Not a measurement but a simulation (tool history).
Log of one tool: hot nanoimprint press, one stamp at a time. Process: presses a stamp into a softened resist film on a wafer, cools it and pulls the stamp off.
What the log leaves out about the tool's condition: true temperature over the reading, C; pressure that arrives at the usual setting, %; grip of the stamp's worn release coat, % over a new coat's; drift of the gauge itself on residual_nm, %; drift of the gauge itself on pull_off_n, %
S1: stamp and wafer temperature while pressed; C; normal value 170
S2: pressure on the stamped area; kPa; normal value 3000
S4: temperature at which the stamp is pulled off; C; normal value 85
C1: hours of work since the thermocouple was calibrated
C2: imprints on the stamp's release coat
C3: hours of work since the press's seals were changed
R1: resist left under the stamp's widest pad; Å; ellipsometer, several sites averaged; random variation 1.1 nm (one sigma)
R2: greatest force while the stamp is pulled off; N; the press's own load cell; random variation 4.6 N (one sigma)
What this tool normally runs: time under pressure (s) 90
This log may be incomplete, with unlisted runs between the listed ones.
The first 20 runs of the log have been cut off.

{"run": 21, "hour": 467.2, "S1": 180, "S2": 2370, "time under pressure (s)": 90, "S4": 79, "C1": 282, "C2": 1654, "C3": 318, "R1": 1121, "R2": 374}
{"hour": 475.5, "done": "stamp cleaned and given a new release coat"}
{"run": 22, "hour": 486.1, "S1": 180, "S2": 1830, "time under pressure (s)": 90, "S4": 90, "C1": 290, "C2": 39, "C3": 326, "R1": 1275, "R2": 213}
{"run": 23, "hour": 504.9, "S1": 170, "S2": 3310, "time under pressure (s)": 90, "S4": 88, "C1": 301, "C2": 108, "C3": 337, "R1": 1544, "R2": 227}
{"run": 24, "hour": 526.1, "S1": 170, "S2": 3000, "time under pressure (s)": 90, "S4": 78, "C1": 314, "C2": 185, "C3": 350, "R1": 1574, "R2": 260}
{"run": 25, "hour": 547.9, "S1": 170, "S2": 2850, "time under pressure (s)": 63, "S4": 85, "C1": 328, "C2": 265, "C3": 363, "R1": 1806, "R2": 244}
{"run": 26, "hour": 570.4, "S1": 171, "S2": 3200, "time under pressure (s)": 107, "S4": 85, "C1": 342, "C2": 347, "C3": 377, "R1": 1387, "R2": 245}
{"run": 27, "hour": 598.6, "S1": 159, "S2": 2850, "time under pressure (s)": 90, "S4": 89, "C1": 359, "C2": 450, "C3": 394, "R1": 2440, "R2": 240}
{"run": 28, "hour": 613.7, "S1": 159, "S2": 2850, "time under pressure (s)": 90, "S4": 89, "C1": 368, "C2": 506, "C3": 404, "R1": 2439, "R2": 246}
{"run": 29, "hour": 640.8, "S1": 159, "S2": 2850, "time under pressure (s)": 49, "S4": 89, "C1": 385, "C2": 605, "C3": 420, "R1": 2652, "R2": 250}
{"run": 30, "hour": 654.5, "S1": 159, "S2": 2850, "time under pressure (s)": 128, "S4": 72, "C1": 393, "C2": 655, "C3": 429, "R1": 2260, "R2": 308}

Forecast each of these 4 alternatives for the next run:
{"run": "A", "hour": 670.8, "S1": 167, "S2": 2670, "time under pressure (s)": 90, "S4": 76, "C1": 403, "C2": 715, "C3": 438, "R1": "?", "R2": "?"}
{"run": "B", "hour": 670.8, "S1": 159, "S2": 2850, "time under pressure (s)": 72, "S4": 72, "C1": 403, "C2": 715, "C3": 438, "R1": "?", "R2": "?"}
{"run": "C", "hour": 670.8, "S1": 175, "S2": 2900, "time under pressure (s)": 90, "S4": 85, "C1": 403, "C2": 715, "C3": 438, "R1": "?", "R2": "?"}
{"run": "D", "hour": 670.8, "S1": 162, "S2": 3510, "time under pressure (s)": 119, "S4": 72, "C1": 403, "C2": 715, "C3": 438, "R1": "?", "R2": "?"}

run=A R1=1880 R2=291
run=B R1=2479 R2=317
run=C R1=1262 R2=271
run=D R1=1945 R2=305
Without the tool's unlogged condition, the same runs would have read:
run=A R1=1966 R2=240
run=B R1=2543 R2=261
run=C R1=1328 R2=224
run=D R1=2035 R2=252

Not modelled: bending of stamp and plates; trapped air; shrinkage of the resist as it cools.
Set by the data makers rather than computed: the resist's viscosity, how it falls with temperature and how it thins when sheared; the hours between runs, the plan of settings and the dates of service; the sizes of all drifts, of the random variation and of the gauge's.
